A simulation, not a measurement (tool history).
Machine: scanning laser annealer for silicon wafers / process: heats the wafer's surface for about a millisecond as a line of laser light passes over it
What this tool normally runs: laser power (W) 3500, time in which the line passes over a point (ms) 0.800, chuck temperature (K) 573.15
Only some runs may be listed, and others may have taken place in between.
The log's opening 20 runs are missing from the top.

run	hour	laser power (W)	time in which the line passes over a point (ms)	chuck temperature (K)	highest temperature of the surface (K)
21	1387.3	3500	0.800	607.15	1307.15
# hour 1419.7: optics aligned, line set to its width
22	1461.3	3325	0.800	581.15	1242.15
23	1544.2	3325	0.800	581.15	1246.15
24	1610.5	3395	0.663	573.15	1184.15
25	1699.0	3395	0.663	573.15	1184.15
26	1789.1	2986	0.562	573.15	1064.15
27	1831.1	3350	0.562	561.15	1112.15
28	1916.5	3430	0.781	581.15	1254.15
29	2012.8	3430	0.781	581.15	1258.15
30	2067.2	3430	0.781	551.15	1226.15
31	2157.3	3430	0.781	551.15	1227.15
32	2201.0	3601	0.781	551.15	1263.15
# hour 2243.4: window over the wafer cleaned
33	2256.2	3601	0.588	597.15	1200.15
34	2328.8	3193	0.800	566.15	1202.15
35	2384.0	3810	0.948	566.15	1405.15
36	2458.7	3541	0.672	609.15	1252.15
# hour 2477.7: optics aligned, line set to its width
37	2518.8	3379	0.672	594.15	1206.15
38	2594.2	3379	0.672	594.15	1208.15
39	2644.8	3103	0.672	594.15	1154.15
40	2735.6	3150	0.799	573.15	1201.15
41	2786.8	3036	0.800	573.15	1178.15
42	2839.4	3584	0.800	535.15	1250.15

Forecast each of these 3 alternatives for the next run:
A	2923.4	3622	0.650	562.15	?
B	2923.4	3816	0.937	563.15	?
C	2923.4	3727	0.935	542.15	?

run	highest temperature of the surface (K)
A	1205.15
B	1400.15
C	1356.15
The same runs, with their run-to-run variation unchanged, on a tool lacking any hidden condition would have given:
run	highest temperature of the surface (K)
A	1206.15
B	1402.15
C	1358.15
